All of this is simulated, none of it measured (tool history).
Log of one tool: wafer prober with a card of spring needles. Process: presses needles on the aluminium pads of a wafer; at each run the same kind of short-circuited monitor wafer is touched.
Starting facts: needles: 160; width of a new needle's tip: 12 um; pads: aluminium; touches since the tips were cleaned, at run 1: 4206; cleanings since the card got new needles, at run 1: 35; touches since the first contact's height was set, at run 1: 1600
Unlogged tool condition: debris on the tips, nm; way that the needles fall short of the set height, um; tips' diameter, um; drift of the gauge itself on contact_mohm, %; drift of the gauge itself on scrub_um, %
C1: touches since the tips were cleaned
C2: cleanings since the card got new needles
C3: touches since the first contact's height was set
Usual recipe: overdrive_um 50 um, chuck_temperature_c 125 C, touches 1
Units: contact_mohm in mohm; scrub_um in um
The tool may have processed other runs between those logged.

Run 1, hour 0.0: usual settings; C1 4206; C2 35; C3 1600. Result: contact_mohm 260 mohm, scrub_um 10.22 um.
At hour 3.3: tips cleaned on abrasive film.
At hour 16.0: tips cleaned on abrasive film.
At hour 32.0: tips cleaned on abrasive film.
At hour 44.7: tips cleaned on abrasive film.
At hour 57.5: tips cleaned on abrasive film.
At hour 73.5: tips cleaned on abrasive film.
Run 2, hour 74.1: usual settings; C1 266; C2 41; C3 31843. Result: contact_mohm 262 mohm, scrub_um 10.22 um.
At hour 86.9: tips cleaned on abrasive film.
At hour 99.7: tips cleaned on abrasive film.
At hour 112.4: tips cleaned on abrasive film.
Run 3, hour 115.8: usual settings; C1 1403; C2 44; C3 48890. Result: contact_mohm 258 mohm, scrub_um 10.17 um.
At hour 125.4: tips cleaned on abrasive film.
At hour 138.2: tips cleaned on abrasive film.
At hour 154.2: tips cleaned on abrasive film.
At hour 166.9: tips cleaned on abrasive film.
Run 4, hour 174.8: usual settings but touches 2; C1 3255; C2 48; C3 73000. Result: contact_mohm 258 mohm, scrub_um 10.16 um.
At hour 181.3: tips cleaned on abrasive film.
At hour 197.2: tips cleaned on abrasive film.
At hour 210.0: tips cleaned on abrasive film.
At hour 225.9: tips cleaned on abrasive film.
At hour 238.7: tips cleaned on abrasive film.
At hour 245.3: height of the first contact set anew.
At hour 251.8: tips cleaned on abrasive film.
At hour 267.7: tips cleaned on abrasive film.
Run 5, hour 270.2: usual settings but touches 2; C1 1024; C2 55; C3 10148. Result: contact_mohm 253 mohm, scrub_um 10.21 um.
At hour 283.0: tips cleaned on abrasive film.
At hour 298.9: tips cleaned on abrasive film.
At hour 314.9: tips cleaned on abrasive film.
At hour 327.6: tips cleaned on abrasive film.
At hour 340.4: tips cleaned on abrasive film.
At hour 356.3: tips cleaned on abrasive film.
Run 6, hour 364.5: usual settings but touches 2; C1 3363; C2 61; C3 48704. Result: contact_mohm 256 mohm, scrub_um 10.17 um.
At hour 371.0: tips cleaned on abrasive film.
At hour 383.7: tips cleaned on abrasive film.
At hour 396.5: tips cleaned on abrasive film.
At hour 409.3: tips cleaned on abrasive film.
Run 7, hour 419.1: usual settings but touches 2; C1 4050; C2 65; C3 71003. Result: contact_mohm 259 mohm, scrub_um 10.18 um.
At hour 422.4: tips cleaned on abrasive film.
At hour 438.3: tips cleaned on abrasive film.
At hour 451.1: tips cleaned on abrasive film.
At hour 467.0: tips cleaned on abrasive film.
At hour 483.0: tips cleaned on abrasive film.
At hour 495.7: tips cleaned on abrasive film.
At hour 496.0: height of the first contact set anew.
Run 8, hour 507.3: usual settings but touches 2; C1 4647; C2 71; C3 4647. Result: contact_mohm 262 mohm, scrub_um 10.25 um.
At hour 510.6: tips cleaned on abrasive film.
At hour 523.4: tips cleaned on abrasive film.
At hour 539.3: tips cleaned on abrasive film.
At hour 552.1: tips cleaned on abrasive film.
At hour 568.0: tips cleaned on abrasive film.
At hour 580.8: tips cleaned on abrasive film.
At hour 596.7: tips cleaned on abrasive film.
Run 9, hour 605.4: usual settings but touches 2; C1 3550; C2 78; C3 44693. Result: contact_mohm 259 mohm, scrub_um 10.23 um.
At hour 611.8: tips cleaned on abrasive film.
At hour 624.6: tips cleaned on abrasive film.
At hour 637.4: tips cleaned on abrasive film.
At hour 650.1: tips cleaned on abrasive film.
At hour 666.1: tips cleaned on abrasive film.
At hour 678.8: tips cleaned on abrasive film.
At hour 694.8: tips cleaned on abrasive film.
Run 10, hour 704.2: usual settings but touches 2; C1 3861; C2 85; C3 85051. Result: contact_mohm 261 mohm, scrub_um 10.20 um.
At hour 710.6: tips cleaned on abrasive film.
At hour 723.4: tips cleaned on abrasive film.
At hour 736.1: tips cleaned on abrasive film.
At hour 745.9: height of the first contact set anew.
At hour 749.2: tips cleaned on abrasive film.
At hour 762.0: tips cleaned on abrasive film.
At hour 774.8: tips cleaned on abrasive film.
Run 11, hour 784.2: usual settings but touches 2; C1 3901; C2 91; C3 15632. Result: contact_mohm 257 mohm, scrub_um 10.20 um.
At hour 790.7: tips cleaned on abrasive film.
At hour 803.5: tips cleaned on abrasive film.
At hour 819.4: tips cleaned on abrasive film.
At hour 835.3: tips cleaned on abrasive film.
At hour 848.1: tips cleaned on abrasive film.
Run 12, hour 852.0: usual settings but overdrive_um 36 um; C1 1622; C2 96; C3 43324. Result: contact_mohm 261 mohm, scrub_um 7.36 um.
At hour 861.6: tips cleaned on abrasive film.
At hour 874.4: tips cleaned on abrasive film.
At hour 890.4: tips cleaned on abrasive film.
Run 13, hour 896.4: usual settings but overdrive_um 36 um, chuck_temperature_c 64 C; C1 2467; C2 99; C3 61430. Result: contact_mohm 248 mohm, scrub_um 7.39 um.
At hour 906.0: tips cleaned on abrasive film.
At hour 918.7: tips cleaned on abrasive film.
At hour 931.5: tips cleaned on abrasive film.
At hour 947.4: tips cleaned on abrasive film.
Run 14, hour 948.7: usual settings but overdrive_um 45 um, chuck_temperature_c 65 C; C1 520; C2 103; C3 82804. Result: contact_mohm 243 mohm, scrub_um 9.19 um.
At hour 961.5: tips cleaned on abrasive film.
At hour 974.2: tips cleaned on abrasive film.
At hour 987.0: tips cleaned on abrasive film.
At hour 996.8: height of the first contact set anew.
At hour 1003.3: tips cleaned on abrasive film.
At hour 1019.2: tips cleaned on abrasive film.
At hour 1032.0: tips cleaned on abrasive film.
Run 15, hour 1037.5: usual settings but overdrive_um 45 um, chuck_temperature_c 56 C, touches 2; C1 2280; C2 109; C3 16618. Result: contact_mohm 241 mohm, scrub_um 9.21 um.
At hour 1047.1: tips cleaned on abrasive film.
At hour 1059.9: tips cleaned on abrasive film.
At hour 1075.8: tips cleaned on abrasive film.
At hour 1091.8: tips cleaned on abrasive film.
At hour 1107.7: tips cleaned on abrasive film.
Run 16, hour 1108.3: usual settings but overdrive_um 45 um, chuck_temperature_c 56 C, touches 2; C1 225; C2 114; C3 45519. Result: contact_mohm 243 mohm, scrub_um 9.24 um.
At hour 1121.0: tips cleaned on abrasive film.
At hour 1133.8: tips cleaned on abrasive film.
At hour 1149.8: tips cleaned on abrasive film.
At hour 1164.1: tips cleaned on abrasive film.
Run 17, hour 1164.1: usual settings but overdrive_um 45 um, chuck_temperature_c 56 C, touches 2; C1 0; C2 118; C3 68327. Result: contact_mohm 244 mohm, scrub_um 9.18 um.
At hour 1180.0: tips cleaned on abrasive film.
At hour 1192.8: tips cleaned on abrasive film.
At hour 1208.7: tips cleaned on abrasive film.
At hour 1224.7: tips cleaned on abrasive film.
Run 18, hour 1233.7: usual settings but overdrive_um 45 um, chuck_temperature_c 56 C, touches 2; C1 3727; C2 122; C3 96818. Result: contact_mohm 239 mohm, scrub_um 9.22 um.
At hour 1240.2: tips cleaned on abrasive film.
At hour 1246.8: height of the first contact set anew.
At hour 1256.4: tips cleaned on abrasive film.
At hour 1272.4: tips cleaned on abrasive film.
At hour 1285.1: tips cleaned on abrasive film.
At hour 1301.1: tips cleaned on abrasive film.
Run 19, hour 1313.2: usual settings but overdrive_um 45 um, chuck_temperature_c 56 C, touches 2; C1 4997; C2 127; C3 27156. Result: contact_mohm 242 mohm, scrub_um 9.15 um.
At hour 1316.5: tips cleaned on abrasive film.
At hour 1329.3: tips cleaned on abrasive film.
At hour 1342.0: tips cleaned on abrasive film.
At hour 1358.0: tips cleaned on abrasive film.
At hour 1370.7: tips cleaned on abrasive film.
At hour 1383.5: tips cleaned on abrasive film.
At hour 1396.3: tips cleaned on abrasive film.
Run 20, hour 1403.3: usual settings but overdrive_um 45 um, chuck_temperature_c 56 C, touches 2; C1 2899; C2 134; C3 63945. Result: contact_mohm 244 mohm, scrub_um 9.19 um.
At hour 1409.8: tips cleaned on abrasive film.
At hour 1422.5: tips cleaned on abrasive film.
At hour 1435.3: tips cleaned on abrasive film.
Run 21, hour 1446.1: usual settings but overdrive_um 37 um, chuck_temperature_c 56 C, touches 2; C1 4430; C2 137; C3 81410. Result: contact_mohm 241 mohm, scrub_um 7.53 um.
At hour 1449.4: tips cleaned on abrasive film.
At hour 1465.3: tips cleaned on abrasive film.
At hour 1478.1: tips cleaned on abrasive film.
At hour 1494.0: tips cleaned on abrasive film.
At hour 1495.9: height of the first contact set anew.
Run 22, hour 1495.9: usual settings but touches 2; C1 672; C2 141; C3 0. Result: contact_mohm 261 mohm, scrub_um 10.18 um.
At hour 1508.7: tips cleaned on abrasive film.
At hour 1521.5: tips cleaned on abrasive film.
At hour 1534.3: tips cleaned on abrasive film.
At hour 1547.0: tips cleaned on abrasive film.
At hour 1559.8: tips cleaned on abrasive film.
At hour 1575.7: tips cleaned on abrasive film.
At hour 1588.5: tips cleaned on abrasive film.
Run 23, hour 1589.5: usual settings but touches 2; C1 419; C2 148; C3 38219. Result: contact_mohm 256 mohm, scrub_um 10.16 um.

Each row is a separate what-if for the run after 23, all from the same tool condition, not one after another. Results?
At hour 1602.3: tips cleaned on abrasive film.
At hour 1615.1: tips cleaned on abrasive film.
At hour 1627.9: tips cleaned on abrasive film.
At hour 1640.6: tips cleaned on abrasive film.
At hour 1656.6: tips cleaned on abrasive film.
At hour 1669.3: tips cleaned on abrasive film.
Run A, hour 1677.4: usual settings but overdrive_um 40 um, chuck_temperature_c 103 C, touches 3; C1 3315; C2 154; C3 74121. Result: contact_mohm ?, scrub_um ?.
At hour 1602.3: tips cleaned on abrasive film.
At hour 1615.1: tips cleaned on abrasive film.
At hour 1627.9: tips cleaned on abrasive film.
At hour 1640.6: tips cleaned on abrasive film.
At hour 1656.6: tips cleaned on abrasive film.
At hour 1669.3: tips cleaned on abrasive film.
Run B, hour 1677.4: usual settings but overdrive_um 33 um, chuck_temperature_c 71 C, touches 2; C1 3315; C2 154; C3 74121. Result: contact_mohm ?, scrub_um ?.
At hour 1602.3: tips cleaned on abrasive film.
At hour 1615.1: tips cleaned on abrasive film.
At hour 1627.9: tips cleaned on abrasive film.
At hour 1640.6: tips cleaned on abrasive film.
At hour 1656.6: tips cleaned on abrasive film.
At hour 1669.3: tips cleaned on abrasive film.
Run C, hour 1677.4: usual settings; C1 3315; C2 154; C3 74121. Result: contact_mohm ?, scrub_um ?.

run  contact_mohm  scrub_um
  A           256      8.19
  B           252      6.69
  C           260     10.21
Had the tool no hidden state, the same runs would have come out as:
run  contact_mohm  scrub_um
  A           256      8.19
  B           251      6.69
  C           259     10.21
